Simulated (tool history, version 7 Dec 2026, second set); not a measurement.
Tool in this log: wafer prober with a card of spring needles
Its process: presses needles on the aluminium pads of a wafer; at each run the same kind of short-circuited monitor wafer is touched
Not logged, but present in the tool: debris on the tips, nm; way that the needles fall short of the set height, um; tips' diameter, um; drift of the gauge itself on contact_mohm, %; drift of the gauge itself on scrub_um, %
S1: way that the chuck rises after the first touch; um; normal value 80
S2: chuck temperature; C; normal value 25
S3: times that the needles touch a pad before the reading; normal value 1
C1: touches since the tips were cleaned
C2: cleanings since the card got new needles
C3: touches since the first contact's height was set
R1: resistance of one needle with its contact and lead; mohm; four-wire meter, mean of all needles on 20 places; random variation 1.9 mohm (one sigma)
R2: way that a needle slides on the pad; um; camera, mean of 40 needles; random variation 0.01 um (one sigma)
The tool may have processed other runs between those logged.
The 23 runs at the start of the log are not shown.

{"day": 16.138, "done": "tips cleaned on abrasive film"}
{"run": 24, "day": 16.229, "S1": 80, "S2": 62, "S3": 1, "C1": 465, "C2": 24, "C3": 67234, "R1": 210, "R2": 9.6}
{"run": 25, "day": 17.025, "S1": 80, "S2": 36, "S3": 1, "C1": 4611, "C2": 24, "C3": 71380, "R1": 223, "R2": 9.6}
{"day": 17.746, "done": "tips cleaned on abrasive film"}
{"run": 26, "day": 17.929, "S1": 80, "S2": 36, "S3": 1, "C1": 945, "C2": 25, "C3": 76067, "R1": 211, "R2": 9.56}
{"run": 27, "day": 18.808, "S1": 80, "S2": 36, "S3": 1, "C1": 5533, "C2": 25, "C3": 80655, "R1": 222, "R2": 9.57}
{"day": 19.292, "done": "tips cleaned on abrasive film"}
{"run": 28, "day": 19.529, "S1": 67, "S2": 38, "S3": 3, "C1": 1230, "C2": 26, "C3": 84389, "R1": 210, "R2": 7.99}
{"run": 29, "day": 20.158, "S1": 80, "S2": 25, "S3": 1, "C1": 4497, "C2": 26, "C3": 87656, "R1": 218, "R2": 9.55}
{"run": 30, "day": 20.825, "S1": 94, "S2": 59, "S3": 1, "C1": 7968, "C2": 26, "C3": 91127, "R1": 228, "R2": 11.27}
{"day": 20.896, "done": "tips cleaned on abrasive film"}
{"run": 31, "day": 21.271, "S1": 80, "S2": 25, "S3": 2, "C1": 1968, "C2": 27, "C3": 93445, "R1": 212, "R2": 9.56}
{"run": 32, "day": 22.196, "S1": 80, "S2": 25, "S3": 2, "C1": 6771, "C2": 27, "C3": 98248, "R1": 215, "R2": 9.54}
{"day": 22.446, "done": "tips cleaned on abrasive film"}
{"run": 33, "day": 22.771, "S1": 80, "S2": 114, "S3": 1, "C1": 1685, "C2": 28, "C3": 101225, "R1": 230, "R2": 9.54}
{"run": 34, "day": 23.471, "S1": 80, "S2": 37, "S3": 2, "C1": 5326, "C2": 28, "C3": 104866, "R1": 217, "R2": 9.54}

3 options for the next run, each taken on its own from the tool as it stands now. Forecast them:
{"day": 24.008, "done": "tips cleaned on abrasive film"}
{"run": "A", "day": 24.438, "S1": 75, "S2": 37, "S3": 1, "C1": 2219, "C2": 29, "C3": 109877, "R1": "?", "R2": "?"}
{"day": 24.008, "done": "tips cleaned on abrasive film"}
{"run": "B", "day": 24.438, "S1": 80, "S2": 37, "S3": 1, "C1": 2219, "C2": 29, "C3": 109877, "R1": "?", "R2": "?"}
{"day": 24.008, "done": "tips cleaned on abrasive film"}
{"run": "C", "day": 24.438, "S1": 62, "S2": 43, "S3": 3, "C1": 2219, "C2": 29, "C3": 109877, "R1": "?", "R2": "?"}

run=A R1=218 R2=8.93
run=B R1=214 R2=9.53
run=C R1=213 R2=7.36
Without the tool's hidden state the same runs would have given:
run=A R1=206 R2=9.06
run=B R1=203 R2=9.66
run=C R1=207 R2=7.49

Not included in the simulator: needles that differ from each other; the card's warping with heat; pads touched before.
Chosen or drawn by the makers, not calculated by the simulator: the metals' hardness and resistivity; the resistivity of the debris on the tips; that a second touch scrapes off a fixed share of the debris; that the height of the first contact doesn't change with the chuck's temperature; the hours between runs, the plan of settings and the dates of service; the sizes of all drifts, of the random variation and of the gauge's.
